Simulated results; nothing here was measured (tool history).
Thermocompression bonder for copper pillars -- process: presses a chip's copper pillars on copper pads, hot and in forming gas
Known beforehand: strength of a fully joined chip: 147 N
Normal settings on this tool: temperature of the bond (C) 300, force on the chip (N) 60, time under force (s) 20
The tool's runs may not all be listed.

| run | hour | temperature of the bond (C) | force on the chip (N) | time under force (s) | force that shears a chip off (N) |
|---|---|---|---|---|---|
| 1 | 0.0 | 300 | 60 | 20 | 51.0 |
| 2 | 9.1 | 300 | 60 | 26 | 57.6 |
| 3 | 15.4 | 300 | 60 | 26 | 56.6 |
| 4 | 23.4 | 300 | 60 | 20 | 50.7 |
| 5 | 34.5 | 300 | 60 | 20 | 52.0 |
| 6 | 40.9 | 300 | 60 | 20 | 51.3 |
| 7 | 50.6 | 300 | 60 | 20 | 52.3 |
| 8 | 56.1 | 270 | 60 | 20 | 33.4 |
| 9 | 64.8 | 300 | 60 | 20 | 52.5 |
| 10 | 75.4 | 318 | 60 | 20 | 62.9 |
| 11 | 82.9 | 318 | 55 | 20 | 60.3 |
| 12 | 87.6 | 318 | 55 | 20 | 60.6 |
| 13 | 98.0 | 300 | 60 | 47 | 71.1 |
|  | 98.9 | forming gas filter changed |
| 14 | 108.7 | 300 | 60 | 47 | 76.4 |
| 15 | 113.2 | 300 | 60 | 47 | 75.7 |
| 16 | 118.7 | 300 | 60 | 47 | 76.9 |
|  | 121.1 | heater calibrated with a thermocouple chip |
| 17 | 126.9 | 300 | 47 | 47 | 67.9 |
| 18 | 136.5 | 300 | 60 | 10 | 44.5 |
|  | 142.8 | heater calibrated with a thermocouple chip, once more |
| 19 | 143.8 | 300 | 85 | 12 | 54.8 |
| 20 | 154.3 | 307 | 85 | 27 | 79.8 |
| 21 | 161.8 | 300 | 70 | 51 | 83.7 |
| 22 | 169.6 | 287 | 47 | 14 | 35.1 |
| 23 | 180.5 | 287 | 47 | 14 | 35.4 |
| 24 | 186.7 | 300 | 53 | 26 | 58.1 |
| 25 | 192.8 | 278 | 39 | 26 | 34.4 |
| 26 | 202.0 | 300 | 60 | 38 | 70.2 |
| 27 | 210.3 | 300 | 60 | 38 | 69.5 |
| 28 | 216.3 | 300 | 60 | 38 | 70.7 |

Branching from run 28: 3 alternative next runs. What would each branch give?
| A | 224.7 | 273 | 53 | 30 | ? |
| B | 224.7 | 300 | 42 | 38 | ? |
| C | 224.7 | 293 | 66 | 38 | ? |

| run | force that shears a chip off (N) |
|---|---|
| A | 41.3 |
| B | 56.1 |
| C | 68.8 |
Without the tool's unlogged condition, the same runs would have read:
| run | force that shears a chip off (N) |
|---|---|
| A | 42.6 |
| B | 57.6 |
| C | 70.7 |
